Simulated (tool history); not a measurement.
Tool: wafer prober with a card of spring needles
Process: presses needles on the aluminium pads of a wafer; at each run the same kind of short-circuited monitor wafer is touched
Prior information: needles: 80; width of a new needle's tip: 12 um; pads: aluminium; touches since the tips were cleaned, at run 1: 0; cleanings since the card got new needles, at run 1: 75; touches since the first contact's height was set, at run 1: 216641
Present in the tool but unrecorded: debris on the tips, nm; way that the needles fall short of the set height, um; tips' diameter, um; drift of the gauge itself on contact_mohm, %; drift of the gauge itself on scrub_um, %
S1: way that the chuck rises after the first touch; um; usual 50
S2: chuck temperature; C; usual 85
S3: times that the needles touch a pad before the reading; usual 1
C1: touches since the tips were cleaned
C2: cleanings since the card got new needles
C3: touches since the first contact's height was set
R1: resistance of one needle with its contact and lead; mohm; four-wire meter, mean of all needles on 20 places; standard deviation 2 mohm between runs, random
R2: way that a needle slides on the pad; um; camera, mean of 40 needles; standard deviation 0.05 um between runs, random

run 1 hour=0.0 | S1=50 S2=85 S3=1 | C1=0 C2=75 C3=216641 | R1=219 R2=6.03
-- hour=12.7 tips cleaned on abrasive film
-- hour=15.3 height of the first contact set anew
run 2 hour=17.0 | S1=50 S2=85 S3=1 | C1=842 C2=76 C3=373 | R1=217 R2=6.05
-- hour=26.8 tips cleaned on abrasive film
-- hour=40.3 tips cleaned on abrasive film
run 3 hour=48.1 | S1=50 S2=85 S3=1 | C1=1636 C2=78 C3=6822 | R1=220 R2=6.02
-- hour=52.3 tips cleaned on abrasive film
run 4 hour=62.3 | S1=50 S2=85 S3=1 | C1=2087 C2=79 C3=9774 | R1=217 R2=6.01
-- hour=64.2 tips cleaned on abrasive film
-- hour=77.8 tips cleaned on abrasive film
-- hour=91.1 tips cleaned on abrasive film
run 5 hour=94.0 | S1=50 S2=85 S3=2 | C1=599 C2=82 C3=16318 | R1=215 R2=5.96
-- hour=104.0 tips cleaned on abrasive film
-- hour=116.2 tips cleaned on abrasive film
run 6 hour=122.6 | S1=60 S2=85 S3=2 | C1=1317 C2=84 C3=22250 | R1=216 R2=7.15
-- hour=130.6 tips cleaned on abrasive film
-- hour=144.4 tips cleaned on abrasive film
run 7 hour=154.4 | S1=50 S2=85 S3=2 | C1=2091 C2=86 C3=28867 | R1=220 R2=6.03
-- hour=157.5 tips cleaned on abrasive film
-- hour=170.5 tips cleaned on abrasive film
run 8 hour=175.4 | S1=50 S2=85 S3=2 | C1=1010 C2=88 C3=33199 | R1=217 R2=5.93
-- hour=182.7 tips cleaned on abrasive film
-- hour=195.4 tips cleaned on abrasive film
run 9 hour=195.4 | S1=50 S2=85 S3=1 | C1=0 C2=90 C3=37343 | R1=213 R2=5.96
-- hour=208.3 tips cleaned on abrasive film
run 10 hour=210.6 | S1=50 S2=91 S3=1 | C1=482 C2=91 C3=40494 | R1=221 R2=6.02
-- hour=220.9 tips cleaned on abrasive film
run 11 hour=224.8 | S1=46 S2=91 S3=1 | C1=823 C2=92 C3=43450 | R1=222 R2=5.49
-- hour=233.2 tips cleaned on abrasive film
-- hour=246.0 tips cleaned on abrasive film
run 12 hour=247.7 | S1=50 S2=85 S3=3 | C1=369 C2=94 C3=48195 | R1=216 R2=5.97
-- hour=258.8 tips cleaned on abrasive film
-- hour=272.4 tips cleaned on abrasive film
run 13 hour=280.8 | S1=50 S2=85 S3=3 | C1=1745 C2=96 C3=55052 | R1=218 R2=5.98
-- hour=285.6 tips cleaned on abrasive film
-- hour=298.9 tips cleaned on abrasive film
-- hour=311.2 tips cleaned on abrasive film
run 14 hour=311.3 | S1=50 S2=85 S3=3 | C1=29 C2=99 C3=61379 | R1=219 R2=5.99
-- hour=325.2 tips cleaned on abrasive film
-- hour=337.3 tips cleaned on abrasive film
run 15 hour=345.2 | S1=50 S2=82 S3=1 | C1=1635 C2=101 C3=68406 | R1=216 R2=6.05
-- hour=350.8 tips cleaned on abrasive film
-- hour=363.8 tips cleaned on abrasive film
-- hour=377.0 tips cleaned on abrasive film
run 16 hour=377.7 | S1=38 S2=83 S3=1 | C1=151 C2=104 C3=75150 | R1=222 R2=4.57
-- hour=391.0 tips cleaned on abrasive film
-- hour=403.0 tips cleaned on abrasive film
run 17 hour=406.3 | S1=38 S2=83 S3=1 | C1=688 C2=106 C3=81080 | R1=223 R2=4.61
-- hour=415.9 tips cleaned on abrasive film
-- hour=429.3 tips cleaned on abrasive film
run 18 hour=439.9 | S1=40 S2=27 S3=3 | C1=2220 C2=108 C3=88056 | R1=206 R2=4.77
-- hour=441.9 tips cleaned on abrasive film
-- hour=453.8 tips cleaned on abrasive film
run 19 hour=455.9 | S1=41 S2=111 S3=1 | C1=441 C2=110 C3=91358 | R1=226 R2=4.93
-- hour=466.7 tips cleaned on abrasive film
run 20 hour=473.8 | S1=57 S2=85 S3=1 | C1=1467 C2=111 C3=95064 | R1=215 R2=6.81
-- hour=480.9 tips cleaned on abrasive film
-- hour=492.8 tips cleaned on abrasive film
run 21 hour=495.0 | S1=57 S2=85 S3=1 | C1=467 C2=113 C3=99459 | R1=214 R2=6.86
-- hour=505.3 tips cleaned on abrasive film
run 22 hour=514.3 | S1=53 S2=32 S3=2 | C1=1869 C2=114 C3=103466 | R1=209 R2=6.44
-- hour=517.6 tips cleaned on abrasive film
-- hour=530.1 tips cleaned on abrasive film
run 23 hour=530.1 | S1=53 S2=32 S3=2 | C1=0 C2=116 C3=106733 | R1=207 R2=6.29
-- hour=542.9 tips cleaned on abrasive film
run 24 hour=545.7 | S1=50 S2=71 S3=1 | C1=588 C2=117 C3=109971 | R1=214 R2=6.00
-- hour=555.5 tips cleaned on abrasive film
-- hour=568.6 tips cleaned on abrasive film
run 25 hour=577.1 | S1=50 S2=71 S3=1 | C1=1783 C2=119 C3=116492 | R1=216 R2=5.96
-- hour=583.1 tips cleaned on abrasive film
run 26 hour=593.4 | S1=32 S2=81 S3=1 | C1=2152 C2=120 C3=119875 | R1=225 R2=3.85
-- hour=597.4 tips cleaned on abrasive film
-- hour=609.7 tips cleaned on abrasive film
run 27 hour=614.0 | S1=32 S2=81 S3=1 | C1=891 C2=122 C3=124130 | R1=225 R2=3.72
-- hour=622.9 tips cleaned on abrasive film
-- hour=635.9 tips cleaned on abrasive film
run 28 hour=636.7 | S1=50 S2=85 S3=2 | C1=175 C2=124 C3=128839 | R1=220 R2=6.02
-- hour=649.8 tips cleaned on abrasive film
-- hour=662.8 tips cleaned on abrasive film
run 29 hour=669.4 | S1=39 S2=57 S3=1 | C1=1378 C2=126 C3=135623 | R1=214 R2=4.73
-- hour=676.9 tips cleaned on abrasive film
-- hour=690.7 tips cleaned on abrasive film
run 30 hour=695.1 | S1=39 S2=91 S3=1 | C1=921 C2=128 C3=140945 | R1=223 R2=4.66

Each row is a separate what-if for the run after 30, all from the same tool condition, not one after another. Results?
-- hour=702.7 tips cleaned on abrasive film
-- hour=715.8 tips cleaned on abrasive film
run A hour=716.0 | S1=36 S2=97 S3=1 | C1=45 C2=130 C3=145272 | R1=? R2=?
-- hour=702.7 tips cleaned on abrasive film
-- hour=715.8 tips cleaned on abrasive film
run B hour=716.0 | S1=39 S2=37 S3=1 | C1=45 C2=130 C3=145272 | R1=? R2=?
-- hour=702.7 tips cleaned on abrasive film
-- hour=715.8 tips cleaned on abrasive film
run C hour=716.0 | S1=39 S2=94 S3=1 | C1=45 C2=130 C3=145272 | R1=? R2=?
-- hour=702.7 tips cleaned on abrasive film
-- hour=715.8 tips cleaned on abrasive film
run D hour=716.0 | S1=39 S2=91 S3=1 | C1=45 C2=130 C3=145272 | R1=? R2=?

run=A R1=227 R2=4.29
run=B R1=213 R2=4.73
run=C R1=225 R2=4.63
run=D R1=226 R2=4.76
Take away the tool's hidden state, keep each run's random variation, and the runs would have read:
run=A R1=227 R2=4.30
run=B R1=213 R2=4.73
run=C R1=225 R2=4.64
run=D R1=226 R2=4.76
